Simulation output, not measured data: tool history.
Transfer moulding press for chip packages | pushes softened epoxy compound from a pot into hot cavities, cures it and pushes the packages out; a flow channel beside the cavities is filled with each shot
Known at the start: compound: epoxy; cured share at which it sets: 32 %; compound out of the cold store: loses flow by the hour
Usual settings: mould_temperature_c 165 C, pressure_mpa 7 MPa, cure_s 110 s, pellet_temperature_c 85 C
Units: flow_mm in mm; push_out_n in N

run	hour	mould_temperature_c	pressure_mpa	cure_s	pellet_temperature_c	incoming compound's hours out of the cold store	flow_mm	push_out_n
1	0	165	7	110	85	20.5	522	433
# hour 2.5: cavities cleaned with cleaning compound and waxed
2	7.8	165	7	110	85	37.3	497	258
3	18.8	165	7	110	85	11.3	537	294
4	25.7	163	7	110	85	31.4	516	325
5	31.4	163	7	110	85	36.2	489	351
6	42.2	163	7	110	85	9.9	544	389
7	54.5	163	7	110	85	36.1	490	398
8	60.4	163	7	110	85	32.2	490	406
9	68.1	163	7	110	85	33.7	501	415
10	75.3	167	7	110	85	45.1	471	383
11	87.7	165	7	110	91	34.5	495	413
12	97.3	165	7	110	91	28.6	510	412
13	105.1	165	7	112	85	12.9	529	422
# hour 112.3: cavities cleaned with cleaning compound and waxed
14	112.3	165	7	110	85	37	489	223
15	119.6	166	7	110	85	43.6	484	264
16	125.9	165	7	105	83	29.4	505	307
# hour 139.5: plunger's sealing rings changed
17	140.6	165	7	105	83	12	575	344
18	148.3	165	6.2	147	87	28.8	515	316
19	153.9	165	6.2	147	87	20.8	523	329
20	166.2	165	6.95	110	85	29.7	537	374
21	176.8	165	7	90	85	12.1	582	508

Run 22 comes next. What will it give?
22	182.3	165	8.12	106	85	30	?	?

{"run 22": {"flow_mm": 581, "push_out_n": 407}}
Without the tool's hidden state the same run would have given flow_mm 585 mm, push_out_n 239 N.
